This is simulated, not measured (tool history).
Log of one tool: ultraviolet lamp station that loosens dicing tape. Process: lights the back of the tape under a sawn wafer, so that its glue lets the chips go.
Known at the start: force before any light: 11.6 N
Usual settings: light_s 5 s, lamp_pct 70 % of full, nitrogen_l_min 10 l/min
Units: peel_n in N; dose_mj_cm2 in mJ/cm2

| run | hour | light_s | lamp_pct | nitrogen_l_min | peel_n | dose_mj_cm2 |
|---|---|---|---|---|---|---|
| 1 | 0.0 | 5 | 70 | 10 | 1.421 | 396 |
| 2 | 8.1 | 5 | 70 | 10 | 1.361 | 396 |
| 3 | 16.2 | 5 | 78 | 10 | 1.073 | 443 |
| 4 | 29.3 | 5 | 70 | 10 | 1.413 | 398 |
| 5 | 37.8 | 5 | 70 | 10 | 1.383 | 396 |
| 6 | 50.3 | 5 | 70 | 10 | 1.423 | 392 |
| 7 | 64.6 | 2 | 77 | 10 | 4.515 | 174 |
| 8 | 82.7 | 4 | 95 | 11 | 1.149 | 419 |
|  | 84.3 | window cleaned of glue's vapour |
| 9 | 93.0 | 3 | 99 | 5 | 2.845 | 321 |
| 10 | 109.8 | 5 | 90 | 10 | 0.876 | 486 |
| 11 | 119.8 | 5 | 90 | 10 | 0.882 | 490 |

Forecast each of these 4 alternatives for the next run:
|  | 130.8 | window cleaned of glue's vapour, once more |
| A | 131.3 | 5 | 91 | 10 | ? | ? |
|  | 130.8 | window cleaned of glue's vapour, once more |
| B | 131.3 | 4 | 73 | 10 | ? | ? |
|  | 130.8 | window cleaned of glue's vapour, once more |
| C | 131.3 | 4 | 61 | 3 | ? | ? |
|  | 130.8 | window cleaned of glue's vapour, once more |
| D | 131.3 | 5 | 78 | 10 | ? | ? |

| run | peel_n | dose_mj_cm2 |
|---|---|---|
| A | 0.773 | 509 |
| B | 1.877 | 328 |
| C | 4.391 | 274 |
| D | 1.109 | 440 |
Without the tool's hidden state the same runs would have given:
| run | peel_n | dose_mj_cm2 |
|---|---|---|
| A | 0.609 | 562 |
| B | 1.574 | 362 |
| C | 3.978 | 302 |
| D | 0.891 | 485 |

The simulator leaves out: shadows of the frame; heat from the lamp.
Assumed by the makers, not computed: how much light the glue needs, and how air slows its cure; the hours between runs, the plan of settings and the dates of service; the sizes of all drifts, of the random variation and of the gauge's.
